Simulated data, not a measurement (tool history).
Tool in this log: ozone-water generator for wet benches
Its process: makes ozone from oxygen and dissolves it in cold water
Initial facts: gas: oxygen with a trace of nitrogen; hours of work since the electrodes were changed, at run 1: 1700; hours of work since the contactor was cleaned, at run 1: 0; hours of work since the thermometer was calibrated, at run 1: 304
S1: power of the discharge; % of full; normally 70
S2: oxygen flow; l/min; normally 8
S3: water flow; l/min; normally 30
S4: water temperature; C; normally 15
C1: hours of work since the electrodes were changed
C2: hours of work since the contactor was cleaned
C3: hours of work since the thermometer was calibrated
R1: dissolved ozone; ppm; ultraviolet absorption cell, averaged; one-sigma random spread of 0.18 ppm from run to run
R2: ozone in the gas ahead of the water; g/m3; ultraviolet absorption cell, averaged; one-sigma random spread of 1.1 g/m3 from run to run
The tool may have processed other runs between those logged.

| run | hour | S1 | S2 | S3 | S4 | C1 | C2 | C3 | R1 | R2 |
|---|---|---|---|---|---|---|---|---|---|---|
| 1 | 0 | 70 | 8 | 30 | 15 | 1700 | 0 | 304 | 22.7 | 186 |
| 2 | 58.7 | 70 | 8 | 30 | 15 | 1755 | 55 | 358 | 22.6 | 184.8 |
| 3 | 93.4 | 70 | 8 | 30 | 15 | 1787 | 87 | 391 | 22.8 | 184.2 |
| 4 | 150.8 | 54 | 8 | 30 | 15 | 1841 | 141 | 444 | 18 | 149.3 |
| 5 | 184 | 54 | 8 | 30 | 15 | 1872 | 172 | 475 | 18.3 | 149.8 |
| 6 | 219.1 | 70 | 9.14 | 30 | 15 | 1904 | 204 | 508 | 22 | 166.9 |
| 7 | 279.8 | 70 | 8 | 30 | 15 | 1961 | 261 | 565 | 22.8 | 182.6 |
| 8 | 317.6 | 70 | 8 | 30 | 15 | 1996 | 296 | 600 | 22.3 | 184.8 |
| 9 | 372.5 | 70 | 8 | 30 | 15 | 2048 | 348 | 651 | 22.4 | 180.6 |
| 10 | 430.1 | 70 | 8 | 30 | 15 | 2101 | 401 | 705 | 22.2 | 181.8 |
| 11 | 510.3 | 70 | 8 | 30 | 15 | 2176 | 476 | 780 | 22.2 | 184.2 |
| 12 | 555.6 | 70 | 8 | 30 | 15 | 2218 | 519 | 822 | 22.4 | 182 |
| 13 | 589.9 | 70 | 8 | 30 | 15 | 2250 | 551 | 854 | 22.3 | 181.4 |
| 14 | 650.8 | 70 | 8 | 30 | 15 | 2307 | 607 | 911 | 22.1 | 181.2 |
| 15 | 691.1 | 70 | 8 | 30 | 15 | 2345 | 645 | 949 | 22 | 179.6 |
| 16 | 725.5 | 70 | 8 | 30 | 15 | 2377 | 677 | 981 | 22.1 | 182.2 |
| 17 | 766.3 | 48 | 8 | 30 | 15 | 2415 | 715 | 1019 | 16.2 | 134.1 |
| 18 | 847.2 | 48 | 8 | 30 | 15 | 2491 | 791 | 1094 | 16.4 | 133.9 |
| 19 | 926.4 | 70 | 8.75 | 47 | 15 | 2564 | 865 | 1168 | 14.4 | 169 |
| 20 | 988.7 | 70 | 8.75 | 47 | 22 | 2623 | 923 | 1226 | 13.3 | 168.5 |
| 21 | 1070.1 | 70 | 8.75 | 47 | 22 | 2699 | 999 | 1302 | 13 | 167.8 |
| 22 | 1130.1 | 41 | 8 | 36 | 15 | 2755 | 1055 | 1358 | 12 | 116.9 |
| 23 | 1181.1 | 41 | 8 | 36 | 15 | 2802 | 1102 | 1406 | 12 | 117.3 |
| 24 | 1255.6 | 70 | 9.61 | 30 | 15 | 2872 | 1172 | 1476 | 20.7 | 157.9 |
| 25 | 1336.9 | 70 | 9.61 | 30 | 15 | 2948 | 1248 | 1551 | 21 | 154.6 |
| 26 | 1392.4 | 70 | 9.61 | 30 | 15 | 2999 | 1300 | 1603 | 20.9 | 156.6 |
| 27 | 1442.1 | 70 | 8.42 | 30 | 22 | 3046 | 1346 | 1650 | 19 | 170.9 |
| 28 | 1476.8 | 70 | 8.42 | 30 | 10 | 3078 | 1378 | 1682 | 22.8 | 168.4 |
| 29 | 1546.9 | 70 | 8 | 30 | 8 | 3144 | 1444 | 1747 | 23 | 174.8 |
| 30 | 1601 | 70 | 8 | 30 | 22 | 3194 | 1494 | 1798 | 19 | 174.2 |
| 31 | 1660.1 | 70 | 8 | 30 | 22 | 3249 | 1549 | 1853 | 18.6 | 175.6 |
| 32 | 1701.4 | 82 | 5.52 | 22 | 22 | 3288 | 1588 | 1892 | 28.1 | 249.3 |
| 33 | 1768.3 | 82 | 5.52 | 22 | 22 | 3350 | 1650 | 1954 | 28.2 | 250.8 |
| 34 | 1837 | 82 | 5.52 | 22 | 10 | 3414 | 1714 | 2018 | 33 | 248.9 |

For some of the steps in R1 from one run to the next: how much would appear even if the tool had no hidden state, given the settings, what came in and random variation, and how much remains for the hidden state plus any gauge scatter that the measured result and the result without hidden state don't share?
Hidden state present: yield of the discharge, % of new electrodes'; contactor's efficiency, % of a clean one's; true water temperature over the reading, C; drift of the gauge itself on ozone_ppm, %; drift of the gauge itself on gas_g_m3, %.
Run 16 -> 17: S1 70 -> 48. R1 -5.9 ppm: hidden state +1.1, all else -7.
Run 23 -> 24: S1 41 -> 70, S2 8 -> 9.61, S3 36 -> 30. R1 +8.7 ppm: hidden state -1.9, all else +10.6.
Run 31 -> 32: S1 70 -> 82, S2 8 -> 5.52, S3 30 -> 22. R1 +9.5 ppm: hidden state -2.1, all else +11.6.
